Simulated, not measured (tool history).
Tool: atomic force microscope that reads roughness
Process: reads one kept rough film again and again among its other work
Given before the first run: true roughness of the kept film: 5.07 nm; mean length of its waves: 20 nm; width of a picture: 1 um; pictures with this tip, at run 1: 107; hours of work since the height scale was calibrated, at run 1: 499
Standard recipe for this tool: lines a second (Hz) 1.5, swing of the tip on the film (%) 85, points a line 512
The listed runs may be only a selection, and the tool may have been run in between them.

run,day,lines a second (Hz),swing of the tip on the film (%),points a line,pictures with this tip,hours of work since the height scale was calibrated,roughness of the kept film (nm (root mean square))
1,0,1.5,85,512,107,499,3.076
# day 0.283: new tip fitted
2,2.267,1.5,82,512,63,537,3.182
3,3.662,1.5,85,855,106,560,3.099
# day 3.946: new tip fitted
4,5.488,1.5,85,855,48,590,3.125
5,7.296,2.16,85,512,105,620,2.879
# day 7.688: new tip fitted
6,8.346,2.16,85,512,21,638,2.899
7,9.521,1.5,85,707,58,657,3.113
8,11.108,0.83,85,512,108,684,3.348
# day 11.325: new tip fitted
9,12.367,0.83,85,512,32,704,3.346
10,14.412,0.83,85,512,97,738,3.34
# day 15.129: new tip fitted
11,15.896,1.5,85,512,24,763,3.086
12,17.375,1.5,85,512,70,787,3.08
# day 18.921: new tip fitted
13,19.346,3.31,85,512,13,820,2.578
14,20.958,1.5,85,512,64,847,3.101
# day 22.679: new tip fitted
15,22.808,1.5,85,512,4,877,3.108
16,24.892,1.5,85,512,69,912,3.083
# day 26.412: new tip fitted
17,26.808,1.5,85,512,12,943,3.102
18,28.717,1.5,85,512,72,975,3.092
19,29.946,1.5,85,512,110,996,3.094
# day 30.096: new tip fitted
20,31.596,1.5,85,512,48,1023,3.089
21,33.175,1.5,85,512,97,1049,3.117
# day 33.729: new tip fitted
22,34.992,1.5,77,512,39,1079,3.28
23,36.5,1.5,77,512,87,1104,3.278
# day 37.475: new tip fitted
24,38.208,1.5,77,512,23,1132,3.264
25,40.162,0.94,87,542,84,1165,3.273
# day 41.192: new tip fitted
26,41.225,0.57,77,512,1,1182,3.53
27,42.504,3.39,85,804,41,1204,2.582
28,44.05,3.39,76,539,89,1229,2.898
# day 44.967: new tip fitted
29,45.233,1.5,55,257,9,1249,3.486
30,46.788,1.5,55,257,58,1275,3.483
# day 48.592: new tip fitted
31,48.592,1.5,71,470,0,1304,3.363
32,50.588,3.03,57,1017,62,1338,3.457
# day 52.288: new tip fitted
33,52.788,3.03,57,1017,16,1374,3.479
34,54.538,0.65,88,356,70,1403,3.31
# day 55.958: new tip fitted
35,56.421,0.65,88,356,15,1434,3.357
36,57.808,0.79,88,617,58,1457,3.293
37,59.062,0.5,85,558,98,1478,3.48
# day 59.679: new tip fitted
38,60.529,0.54,66,827,27,1502,3.659
39,62.483,1.26,79,651,88,1535,3.315
# day 63.383: new tip fitted
# day 63.75: height scale calibrated on a step standard
40,64.412,1.26,79,651,31,11,3.309
41,66.142,1.35,59,995,85,40,3.604
# day 67.129: new tip fitted
42,67.988,1.35,59,995,27,70,3.594
43,69.204,3.18,79,651,65,90,2.824
44,70.312,2.63,85,595,99,109,2.746
# day 70.871: new tip fitted
45,72.046,2.63,85,595,37,137,2.749
46,73.308,2.63,85,595,77,159,2.762
# day 74.625: new tip fitted
47,74.892,1.25,55,1000,9,185,3.622

Each row is a separate what-if for the run after 47, all from the same tool condition, not one after another. Results?
A,76.408,1.5,60,512,56,210,?
B,76.408,1.25,78,554,56,210,?
C,76.408,1.76,61,725,56,210,?

run,roughness of the kept film (nm (root mean square))
A,3.515
B,3.329
C,3.49
With no hidden state in the tool, these same runs would have given:
run,roughness of the kept film (nm (root mean square))
A,3.523
B,3.337
C,3.498

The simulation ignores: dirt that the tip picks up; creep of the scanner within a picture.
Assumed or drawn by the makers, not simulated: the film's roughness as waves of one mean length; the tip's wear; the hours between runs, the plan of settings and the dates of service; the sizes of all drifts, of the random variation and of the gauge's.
